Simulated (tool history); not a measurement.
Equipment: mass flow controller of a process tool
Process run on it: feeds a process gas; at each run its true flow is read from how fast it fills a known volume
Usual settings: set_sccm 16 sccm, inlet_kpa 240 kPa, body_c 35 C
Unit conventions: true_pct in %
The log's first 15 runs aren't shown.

run 16 hour=6207.8 | set_sccm=16 inlet_kpa=240 body_c=35 | true_pct=99.3
run 17 hour=6584.6 | set_sccm=16 inlet_kpa=240 body_c=35 | true_pct=99.3
run 18 hour=7044.3 | set_sccm=16 inlet_kpa=240 body_c=35 | true_pct=99.11
run 19 hour=7618.6 | set_sccm=19 inlet_kpa=193 body_c=22 | true_pct=98.4
-- hour=7956 controller exchanged for a calibrated one
run 20 hour=8079.6 | set_sccm=10 inlet_kpa=161 body_c=36 | true_pct=100.35
run 21 hour=8558.6 | set_sccm=7 inlet_kpa=258 body_c=31 | true_pct=98.68
run 22 hour=8911.1 | set_sccm=16 inlet_kpa=156 body_c=24 | true_pct=99.5
run 23 hour=9152 | set_sccm=3 inlet_kpa=144 body_c=24 | true_pct=97.99
run 24 hour=9394.2 | set_sccm=10 inlet_kpa=144 body_c=37 | true_pct=100.39
run 25 hour=9685.8 | set_sccm=8 inlet_kpa=240 body_c=35 | true_pct=99.14
run 26 hour=9917.7 | set_sccm=8 inlet_kpa=240 body_c=35 | true_pct=99.19
run 27 hour=10452.4 | set_sccm=8 inlet_kpa=240 body_c=35 | true_pct=98.94
run 28 hour=10703.5 | set_sccm=8 inlet_kpa=240 body_c=35 | true_pct=98.92
run 29 hour=11038.6 | set_sccm=8 inlet_kpa=240 body_c=23 | true_pct=97.5
run 30 hour=11324.1 | set_sccm=12 inlet_kpa=250 body_c=28 | true_pct=98.62
run 31 hour=11729.4 | set_sccm=2 inlet_kpa=214 body_c=35 | true_pct=96.68
run 32 hour=12119.9 | set_sccm=4 inlet_kpa=240 body_c=35 | true_pct=97.78
run 33 hour=12440.1 | set_sccm=13 inlet_kpa=163 body_c=25 | true_pct=98.78
run 34 hour=12867.4 | set_sccm=16 inlet_kpa=154 body_c=38 | true_pct=100.6
run 35 hour=13137.8 | set_sccm=16 inlet_kpa=240 body_c=24 | true_pct=98.47

Alternative continuations, all from the tool just after run 35; predict every row:
run A hour=13641.4 | set_sccm=16 inlet_kpa=162 body_c=38 | true_pct=?
run B hour=13641.4 | set_sccm=15 inlet_kpa=190 body_c=39 | true_pct=?
run C hour=13641.4 | set_sccm=16 inlet_kpa=258 body_c=30 | true_pct=?

run=A true_pct=100.44
run=B true_pct=100.17
run=C true_pct=98.77
What these runs would have given with no unlogged condition in the tool:
run=A true_pct=101.36
run=B true_pct=101.12
run=C true_pct=99.69

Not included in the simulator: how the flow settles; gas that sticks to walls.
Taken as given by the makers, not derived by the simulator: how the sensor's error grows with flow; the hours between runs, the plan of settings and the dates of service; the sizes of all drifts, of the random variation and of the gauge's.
